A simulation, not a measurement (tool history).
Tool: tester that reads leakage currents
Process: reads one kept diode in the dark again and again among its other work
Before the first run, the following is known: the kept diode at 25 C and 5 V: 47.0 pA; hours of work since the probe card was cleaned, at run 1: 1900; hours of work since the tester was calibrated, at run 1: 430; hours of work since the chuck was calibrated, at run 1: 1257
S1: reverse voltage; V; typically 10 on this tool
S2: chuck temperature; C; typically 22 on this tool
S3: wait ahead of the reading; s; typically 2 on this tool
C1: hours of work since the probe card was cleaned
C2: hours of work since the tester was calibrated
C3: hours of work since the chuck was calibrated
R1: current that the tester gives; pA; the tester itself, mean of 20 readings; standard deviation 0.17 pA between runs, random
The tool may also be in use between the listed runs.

run 1 hour=0 | S1=10 S2=22 S3=2 | C1=1900 C2=430 C3=1257 | R1=55.9
run 2 hour=54.9 | S1=10 S2=22 S3=2 | C1=1934 C2=464 C3=1291 | R1=55.81
run 3 hour=140 | S1=10 S2=22 S3=2 | C1=1986 C2=516 C3=1343 | R1=55.74
run 4 hour=188 | S1=5.5 S2=22 S3=2 | C1=2016 C2=545 C3=1372 | R1=38.95
run 5 hour=294.7 | S1=5.5 S2=44 S3=2 | C1=2081 C2=611 C3=1438 | R1=244.53
run 6 hour=357.1 | S1=10 S2=22 S3=2 | C1=2120 C2=649 C3=1476 | R1=55.63
run 7 hour=409.2 | S1=10 S2=25 S3=2 | C1=2151 C2=681 C3=1508 | R1=72.57
run 8 hour=469.5 | S1=10 S2=28 S3=2 | C1=2188 C2=718 C3=1545 | R1=94.1
run 9 hour=517 | S1=10 S2=21 S3=2 | C1=2218 C2=747 C3=1574 | R1=51.55
run 10 hour=588.2 | S1=10 S2=21 S3=2 | C1=2261 C2=791 C3=1618 | R1=51.5
run 11 hour=643.8 | S1=10 S2=22 S3=2 | C1=2295 C2=825 C3=1652 | R1=56.02
run 12 hour=725.9 | S1=10 S2=22 S3=2 | C1=2346 C2=876 C3=1703 | R1=55.88
run 13 hour=785.1 | S1=10 S2=22 S3=2 | C1=2382 C2=912 C3=1739 | R1=55.77
run 14 hour=866.7 | S1=10 S2=22 S3=2 | C1=2432 C2=962 C3=1789 | R1=55.96
run 15 hour=917.2 | S1=10 S2=22 S3=2.91 | C1=2463 C2=993 C3=1820 | R1=55.35
run 16 hour=999.3 | S1=10 S2=22 S3=0.7 | C1=2514 C2=1043 C3=1870 | R1=59.34
run 17 hour=1096.6 | S1=7.8 S2=22 S3=0.43 | C1=2573 C2=1103 C3=1930 | R1=53.86
run 18 hour=1155.9 | S1=7.8 S2=22 S3=0.43 | C1=2610 C2=1140 C3=1967 | R1=53.64
run 19 hour=1264.2 | S1=1.3 S2=25 S3=8.71 | C1=2676 C2=1206 C3=2033 | R1=21.55
run 20 hour=1362.6 | S1=1.3 S2=25 S3=8.71 | C1=2737 C2=1266 C3=2093 | R1=21.38
run 21 hour=1454.3 | S1=10 S2=20 S3=0.66 | C1=2793 C2=1323 C3=2150 | R1=50.93
run 22 hour=1513.9 | S1=3.9 S2=52 S3=1.28 | C1=2830 C2=1359 C3=2186 | R1=369.74
-- hour=1562 chuck's temperature calibrated
run 23 hour=1609.6 | S1=5.5 S2=22 S3=1.28 | C1=2887 C2=1417 C3=29 | R1=39.61
run 24 hour=1655.6 | S1=11.8 S2=44 S3=3.74 | C1=2915 C2=1445 C3=57 | R1=381.7
run 25 hour=1706.2 | S1=11.8 S2=47 S3=2.23 | C1=2946 C2=1476 C3=88 | R1=484.37
run 26 hour=1807.9 | S1=10 S2=22 S3=0.4 | C1=3009 C2=1539 C3=151 | R1=63.87
run 27 hour=1909.6 | S1=10 S2=21 S3=0.4 | C1=3071 C2=1601 C3=213 | R1=59.14

Predict the results of run 28:
run 28 hour=2008.4 | S1=10.9 S2=41 S3=0.63 | C1=3132 C2=1662 C3=274 | R1=?

{"run 28": {"R1": 292.15}}
Minus the tool's unlogged condition, the same run would have read R1 292.04 pA.

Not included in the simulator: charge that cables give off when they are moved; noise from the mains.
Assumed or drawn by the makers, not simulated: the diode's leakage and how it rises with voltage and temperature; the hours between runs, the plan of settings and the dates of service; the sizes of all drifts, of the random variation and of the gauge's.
